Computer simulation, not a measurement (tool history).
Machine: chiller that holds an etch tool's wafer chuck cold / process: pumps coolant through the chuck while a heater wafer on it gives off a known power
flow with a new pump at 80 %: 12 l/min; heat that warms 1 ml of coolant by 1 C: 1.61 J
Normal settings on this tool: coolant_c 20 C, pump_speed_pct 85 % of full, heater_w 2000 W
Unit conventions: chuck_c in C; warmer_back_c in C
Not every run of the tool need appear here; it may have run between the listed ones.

Run 1, hour 0: usual settings. Result: chuck_c 35.6 C, warmer_back_c 5.91 C.
Run 2, hour 77.3: usual settings. Result: chuck_c 35.8 C, warmer_back_c 5.94 C.
Run 3, hour 145.3: usual settings. Result: chuck_c 35.5 C, warmer_back_c 5.94 C.
Run 4, hour 232.9: usual settings but pump_speed_pct 75 % of full. Result: chuck_c 37.5 C, warmer_back_c 6.85 C.
Run 5, hour 298.3: usual settings but pump_speed_pct 75 % of full. Result: chuck_c 37.3 C, warmer_back_c 6.79 C.
Run 6, hour 341.8: usual settings but coolant_c 22 C, pump_speed_pct 75 % of full. Result: chuck_c 39.4 C, warmer_back_c 6.8 C.
Run 7, hour 416.8: usual settings but coolant_c 22 C, pump_speed_pct 75 % of full. Result: chuck_c 39.6 C, warmer_back_c 6.83 C.
Run 8, hour 458.9: usual settings but coolant_c 22 C, pump_speed_pct 75 % of full. Result: chuck_c 39.6 C, warmer_back_c 6.78 C.
Run 9, hour 514.9: usual settings. Result: chuck_c 35.6 C, warmer_back_c 5.98 C.
Run 10, hour 607: usual settings but heater_w 2523 W. Result: chuck_c 39.7 C, warmer_back_c 7.54 C.
Run 11, hour 651.4: usual settings but heater_w 2523 W. Result: chuck_c 39.9 C, warmer_back_c 7.5 C.
Run 12, hour 743.5: usual settings but heater_w 2198 W. Result: chuck_c 37.1 C, warmer_back_c 6.57 C.
Run 13, hour 813.1: usual settings but heater_w 2198 W. Result: chuck_c 37.3 C, warmer_back_c 6.51 C.
Run 14, hour 873.7: usual settings but heater_w 1401 W. Result: chuck_c 31.1 C, warmer_back_c 4.15 C.
Run 15, hour 916.2: usual settings but heater_w 1401 W. Result: chuck_c 30.8 C, warmer_back_c 4.25 C.
Run 16, hour 981.8: usual settings but heater_w 1401 W. Result: chuck_c 31.1 C, warmer_back_c 4.17 C.
Run 17, hour 1054.3: usual settings but heater_w 1401 W. Result: chuck_c 30.9 C, warmer_back_c 4.16 C.
Run 18, hour 1119.3: usual settings but heater_w 1244 W. Result: chuck_c 29.6 C, warmer_back_c 3.73 C.
Run 19, hour 1191.1: usual settings but coolant_c 15 C, pump_speed_pct 92 % of full, heater_w 1322 W. Result: chuck_c 24.8 C, warmer_back_c 3.61 C.
Run 20, hour 1275.1: usual settings but coolant_c 15 C, pump_speed_pct 92 % of full, heater_w 1322 W. Result: chuck_c 24.6 C, warmer_back_c 3.67 C.
Run 21, hour 1340.5: usual settings but coolant_c 17 C, pump_speed_pct 83 % of full, heater_w 2938 W. Result: chuck_c 40.8 C, warmer_back_c 9.18 C.
Run 22, hour 1399.7: usual settings but coolant_c 17 C, pump_speed_pct 77 % of full, heater_w 1169 W. Result: chuck_c 27.1 C, warmer_back_c 3.95 C.
Run 23, hour 1447: usual settings but pump_speed_pct 68 % of full, heater_w 2863 W. Result: chuck_c 47.7 C, warmer_back_c 10.99 C.
Run 24, hour 1489.5: usual settings but pump_speed_pct 66 % of full. Result: chuck_c 39.8 C, warmer_back_c 7.94 C.
Run 25, hour 1578.3: usual settings but pump_speed_pct 66 % of full. Result: chuck_c 40 C, warmer_back_c 7.94 C.
Run 26, hour 1634.7: usual settings but coolant_c 16 C, pump_speed_pct 69 % of full. Result: chuck_c 35 C, warmer_back_c 7.52 C.
Run 27, hour 1718.3: usual settings but coolant_c 12 C, pump_speed_pct 63 % of full, heater_w 1865 W. Result: chuck_c 31.4 C, warmer_back_c 7.81 C.
Run 28, hour 1765.5: usual settings but coolant_c 23 C, pump_speed_pct 80 % of full, heater_w 2820 W. Result: chuck_c 46.8 C, warmer_back_c 9.08 C.
Run 29, hour 1841.7: usual settings but coolant_c 22 C, pump_speed_pct 80 % of full, heater_w 2985 W. Result: chuck_c 47.2 C, warmer_back_c 9.64 C.
Run 30, hour 1930.4: usual settings but coolant_c 22 C, pump_speed_pct 76 % of full, heater_w 1013 W. Result: chuck_c 30.9 C, warmer_back_c 3.45 C.
Run 31, hour 2017.7: usual settings but coolant_c 27 C, pump_speed_pct 83 % of full, heater_w 2720 W. Result: chuck_c 49.3 C, warmer_back_c 8.43 C.
Run 32, hour 2080.2: usual settings but coolant_c 17 C, pump_speed_pct 69 % of full, heater_w 1576 W. Result: chuck_c 32.1 C, warmer_back_c 5.98 C.
Run 33, hour 2158.8: usual settings but coolant_c 15 C. Result: chuck_c 31 C, warmer_back_c 6.11 C.

Subtracting, for every run, the result it would have given without the tool's unlogged condition from the measured result gives the following. The same run-to-run variation enters both numbers; the gauge's scatter may not:
Unlogged tool condition in this case: heat passed by the chuck's channels, % of clean ones'; flow at a given pump speed, % of a new pump's; coolant's true temperature over the reading, C; drift of the gauge itself on chuck_c, C; drift of the gauge itself on warmer_back_c, C.
run  chuck_c  warmer_back_c
  1     +0.3          +0.12
  2     +0.3          +0.13
  3     +0.4          +0.13
  4     +0.4          +0.16
  5     +0.4          +0.16
  6     +0.5          +0.16
  7     +0.5          +0.16
  8     +0.5          +0.17
  9     +0.4          +0.15
 10     +0.6           +0.2
 11     +0.6           +0.2
 12     +0.5          +0.18
 13     +0.5          +0.18
 14     +0.3          +0.12
 15     +0.3          +0.12
 16     +0.4          +0.13
 17     +0.3          +0.13
 18     +0.3          +0.12
 19     +0.3          +0.11
 20     +0.4          +0.12
 21     +0.9          +0.31
 22     +0.4          +0.14
 23     +1.1          +0.38
 24     +0.8          +0.28
 25     +0.9          +0.28
 26     +0.8          +0.28
 27     +0.8          +0.29
 28     +1.1          +0.35
 29     +1.2          +0.37
 30     +0.4          +0.14
 31     +1.2          +0.34
 32     +0.8          +0.25
 33     +0.8          +0.25

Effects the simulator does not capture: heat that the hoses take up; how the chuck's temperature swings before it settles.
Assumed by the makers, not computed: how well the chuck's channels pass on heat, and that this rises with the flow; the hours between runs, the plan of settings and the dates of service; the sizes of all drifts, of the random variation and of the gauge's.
